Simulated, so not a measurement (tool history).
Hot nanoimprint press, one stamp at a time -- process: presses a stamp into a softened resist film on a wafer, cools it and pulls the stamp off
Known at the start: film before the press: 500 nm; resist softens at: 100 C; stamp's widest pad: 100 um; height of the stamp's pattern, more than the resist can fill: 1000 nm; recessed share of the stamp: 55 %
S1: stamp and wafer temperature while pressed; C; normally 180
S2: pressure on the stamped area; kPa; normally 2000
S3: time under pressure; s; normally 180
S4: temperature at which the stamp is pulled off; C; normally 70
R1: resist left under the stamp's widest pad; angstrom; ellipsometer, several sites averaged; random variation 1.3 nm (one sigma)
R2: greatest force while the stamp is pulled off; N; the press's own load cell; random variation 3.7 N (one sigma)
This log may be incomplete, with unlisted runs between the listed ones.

Run 1, hour 0: usual settings. Result: R1 2451 angstrom, R2 240 N.
Run 2, hour 13.7: usual settings but S2 1560 kPa. Result: R1 2706 angstrom, R2 239 N.
Run 3, hour 25.3: usual settings but S2 1390 kPa. Result: R1 2869 angstrom, R2 243 N.
Run 4, hour 35.5: usual settings but S2 1390 kPa. Result: R1 2855 angstrom, R2 248 N.
Run 5, hour 45: usual settings but S2 1390 kPa. Result: R1 2889 angstrom, R2 239 N.
Run 6, hour 59.2: usual settings but S2 1390 kPa. Result: R1 2856 angstrom, R2 249 N.
Run 7, hour 65.9: usual settings but S2 1390 kPa, S4 77 C. Result: R1 2850 angstrom, R2 215 N.
Run 8, hour 75.3: usual settings. Result: R1 2438 angstrom, R2 239 N.
Run 9, hour 82.6: usual settings but S3 321 s. Result: R1 2003 angstrom, R2 239 N.
At hour 86.7: plate thermocouple calibrated.
Run 10, hour 98.9: usual settings but S3 321 s. Result: R1 2020 angstrom, R2 250 N.
Run 11, hour 108.7: usual settings but S3 321 s. Result: R1 1997 angstrom, R2 241 N.
Run 12, hour 120.7: usual settings but S3 321 s. Result: R1 2000 angstrom, R2 248 N.
At hour 138.6: stamp cleaned and given a new release coat.
Run 13, hour 138.6: usual settings but S3 321 s. Result: R1 1996 angstrom, R2 178 N.
Run 14, hour 155.2: usual settings but S3 321 s. Result: R1 1992 angstrom, R2 183 N.
Run 15, hour 166.3: usual settings but S2 1710 kPa. Result: R1 2664 angstrom, R2 177 N.
At hour 174.3: plate thermocouple calibrated, once more.
Run 16, hour 176.9: usual settings but S1 176 C, S2 2710 kPa, S3 179 s, S4 75 C. Result: R1 2451 angstrom, R2 161 N.
Run 17, hour 192.6: usual settings but S1 178 C, S2 1760 kPa, S3 273 s. Result: R1 2383 angstrom, R2 179 N.
Run 18, hour 206.6: usual settings but S4 71 C. Result: R1 2437 angstrom, R2 179 N.
Run 19, hour 216.2: usual settings but S4 71 C. Result: R1 2443 angstrom, R2 187 N.
Run 20, hour 223.8: usual settings but S1 191 C, S2 3110 kPa, S3 137 s, S4 73 C. Result: R1 1529 angstrom, R2 175 N.
Run 21, hour 238.4: usual settings but S2 2120 kPa. Result: R1 2394 angstrom, R2 181 N.
Run 22, hour 252.3: usual settings but S2 1220 kPa, S3 244 s, S4 60 C. Result: R1 2685 angstrom, R2 212 N.
Run 23, hour 263.7: usual settings but S1 181 C, S2 1490 kPa, S3 162 s, S4 69 C. Result: R1 2800 angstrom, R2 194 N.
Run 24, hour 271.6: usual settings but S2 1640 kPa, S3 102 s, S4 69 C. Result: R1 3203 angstrom, R2 189 N.
Run 25, hour 285.7: usual settings but S3 118 s. Result: R1 2832 angstrom, R2 182 N.
Run 26, hour 296.3: usual settings but S3 118 s. Result: R1 2824 angstrom, R2 189 N.
Run 27, hour 306.3: usual settings but S2 1400 kPa, S3 283 s, S4 64 C. Result: R1 2431 angstrom, R2 204 N.
Run 28, hour 318.7: usual settings but S1 185 C, S2 1400 kPa, S3 198 s, S4 62 C. Result: R1 2356 angstrom, R2 213 N.
Run 29, hour 328.6: usual settings but S1 177 C, S2 1400 kPa, S3 198 s, S4 68 C. Result: R1 3009 angstrom, R2 197 N.

Forecast each of these 5 alternatives for the next run:
Run A, hour 344.5: usual settings but S2 2070 kPa. Result: R1 ?, R2 ?.
Run B, hour 344.5: usual settings but S1 177 C, S2 1400 kPa, S3 198 s, S4 73 C. Result: R1 ?, R2 ?.
Run C, hour 344.5: usual settings but S3 135 s, S4 72 C. Result: R1 ?, R2 ?.
Run D, hour 344.5: usual settings but S1 168 C, S3 95 s, S4 58 C. Result: R1 ?, R2 ?.
Run E, hour 344.5: usual settings but S1 177 C, S2 2410 kPa, S3 175 s, S4 76 C. Result: R1 ?, R2 ?.

run    R1   R2
  A  2421  183
  B  3002  184
  C  2704  188
  D  4025  222
  E  2512  169
What these runs would have given with no unlogged condition in the tool:
run    R1   R2
  A  2377  171
  B  2962  172
  C  2659  175
  D  3988  207
  E  2464  158
